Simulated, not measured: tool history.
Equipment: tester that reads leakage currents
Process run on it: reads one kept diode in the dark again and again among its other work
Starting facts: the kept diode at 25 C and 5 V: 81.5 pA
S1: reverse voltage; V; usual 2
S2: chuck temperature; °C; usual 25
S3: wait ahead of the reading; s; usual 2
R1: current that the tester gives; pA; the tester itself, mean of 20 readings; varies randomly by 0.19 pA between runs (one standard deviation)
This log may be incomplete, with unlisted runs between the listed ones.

run,hour,S1,S2,S3,R1
1,0,2,25,2,75
2,96.4,2,25,2,75.66
# hour 287.2: chuck's temperature calibrated
3,306.6,2,25,2,64.79
4,421.8,2,25,1.54,65.27
5,632.8,2,25,1.54,66.41
6,852.8,2,25,1.54,67.68
7,994.2,2,25,2,68.18
8,1129.5,2,25,2,69.49
9,1354,2,25,2,71.02
10,1540.1,2,25,2,71.54
11,1694.4,2,25,2,72.49
12,1910.2,2,25,2,73.97
# hour 1953.1: probe card cleaned and baked
13,2135.1,2,46,2,385.36
14,2235.1,2,46,2,389.15
15,2427.6,2,46,2,395.39
16,2576.8,2,46,2,398.12
# hour 2686.6: chuck's temperature calibrated
17,2785,2,46,2,353.27
18,2918.5,2,25,2,64.07
19,3120.8,2,25,2,64.92
20,3222,2,25,2,65.4
21,3331.8,2,25,2,66.58
22,3502.8,2,25,0.59,67.59
23,3645.3,2,25,0.59,68.52
24,3836.5,7,21,0.99,76.36
25,3982.7,7,21,0.99,77.83
26,4129.8,7,21,0.99,78.7
27,4325.2,7,21,0.99,80.5
28,4490.9,7,21,0.99,82.11
29,4659.4,9.68,25,1.06,128.87
30,4794.6,9.68,21,1.67,95.8

Expected results for the next run?
31,4964.4,9.68,21,1.67,?

Run 31 produced R1 97.46 pA.
If the tool had no hidden condition, the same run with the same run-to-run variation would have returned R1 70.89 pA.

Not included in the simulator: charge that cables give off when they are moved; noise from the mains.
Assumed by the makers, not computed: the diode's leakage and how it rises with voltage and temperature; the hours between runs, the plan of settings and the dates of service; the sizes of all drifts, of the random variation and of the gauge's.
